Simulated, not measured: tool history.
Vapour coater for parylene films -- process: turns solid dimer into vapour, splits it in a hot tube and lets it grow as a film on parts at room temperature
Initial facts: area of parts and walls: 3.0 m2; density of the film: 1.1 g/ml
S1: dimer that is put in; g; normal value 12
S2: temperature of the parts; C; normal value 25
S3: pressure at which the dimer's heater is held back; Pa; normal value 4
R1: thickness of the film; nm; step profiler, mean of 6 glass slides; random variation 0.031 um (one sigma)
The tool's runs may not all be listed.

run 1 hour=0 | S1=12 S2=25 S3=4 | R1=2960
run 2 hour=12.8 | S1=12 S2=25 S3=4 | R1=3040
run 3 hour=19.3 | S1=12 S2=25 S3=4 | R1=2910
run 4 hour=26.8 | S1=12 S2=25 S3=4 | R1=2940
-- hour=28.6 table's thermometer calibrated
run 5 hour=38.4 | S1=12 S2=25 S3=4 | R1=2970
run 6 hour=48.5 | S1=21 S2=25 S3=4 | R1=5130
run 7 hour=56.6 | S1=12 S2=25 S3=4 | R1=2900
run 8 hour=66.1 | S1=14 S2=25 S3=4 | R1=3380
run 9 hour=73.9 | S1=9 S2=22 S3=5.98 | R1=2240
-- hour=81.9 table's thermometer calibrated, once more
run 10 hour=82.5 | S1=9 S2=22 S3=5.98 | R1=2280
run 11 hour=94 | S1=9 S2=22 S3=5.98 | R1=2270
run 12 hour=103.1 | S1=21 S2=17 S3=4.67 | R1=6020
run 13 hour=114.6 | S1=16 S2=28 S3=4 | R1=3560
run 14 hour=123.5 | S1=16 S2=28 S3=4 | R1=3520
run 15 hour=133 | S1=8 S2=28 S3=11.25 | R1=1450

Below are 3 alternative next runs, each starting from the tool's condition after run 15. Predict each:
run A hour=147 | S1=8 S2=25 S3=3.49 | R1=?
run B hour=147 | S1=5 S2=20 S3=6.58 | R1=?
run C hour=147 | S1=15 S2=25 S3=4 | R1=?

run=A R1=2040
run=B R1=1270
run=C R1=3620
Had the tool no hidden state, the same runs would have come out as:
run=A R1=2110
run=B R1=1310
run=C R1=3740
